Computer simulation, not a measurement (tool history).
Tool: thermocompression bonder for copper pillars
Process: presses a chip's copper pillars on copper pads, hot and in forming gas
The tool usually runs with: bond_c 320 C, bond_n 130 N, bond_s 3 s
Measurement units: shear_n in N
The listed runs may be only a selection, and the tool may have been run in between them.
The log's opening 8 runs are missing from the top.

run	hour	bond_c	bond_n	bond_s	hours of work since the heater was calibrated	hours of work since the force cell was calibrated	hours of work since the gas filter was changed	shear_n
9	66.3	320	146	2	271	85	144	58.7
10	71.1	320	130	3	274	88	147	59.5
11	80.7	320	130	3	281	95	154	60.2
12	87.4	320	130	2	286	100	158	53.0
13	96.9	320	130	3	292	106	165	59.4
14	105.9	320	130	3	299	113	171	59.7
15	115.5	320	130	3	306	120	178	59.5
16	124.2	320	130	3	312	126	184	58.6
17	130.2	305	169	4	316	130	189	72.1
18	137.8	305	169	4	321	135	194	71.4
19	143.4	309	169	4	325	139	198	73.5
20	151.3	332	92	3	331	145	204	46.7
21	159.0	290	130	7	336	150	209	61.7
22	168.8	320	107	3	343	157	216	48.9
23	176.8	330	104	4	349	163	222	57.4
24	182.6	346	147	3	353	167	226	74.7
25	192.4	342	147	3	360	174	233	72.5
26	196.8	349	139	3	363	177	236	71.8
27	206.4	349	139	3	370	184	243	72.7
28	215.1	349	139	3	376	190	249	73.6
29	223.3	349	139	3	382	196	255	72.3
30	231.9	348	190	6	388	202	261	94.4
31	239.8	341	130	3	393	207	266	66.1
32	244.6	345	101	4	397	211	270	60.1

What if the next run were any one of these 4? Each begins from the tool's condition after run 32:
A	252.8	345	166	4	403	217	275	?
B	252.8	307	101	4	403	217	275	?
C	252.8	325	151	5	403	217	275	?
D	252.8	325	160	3	403	217	275	?

run	shear_n
A	84.1
B	45.8
C	76.5
D	71.0
The same runs, with their run-to-run variation unchanged, on a tool lacking any hidden condition would have given:
run	shear_n
A	89.1
B	47.7
C	80.7
D	74.7
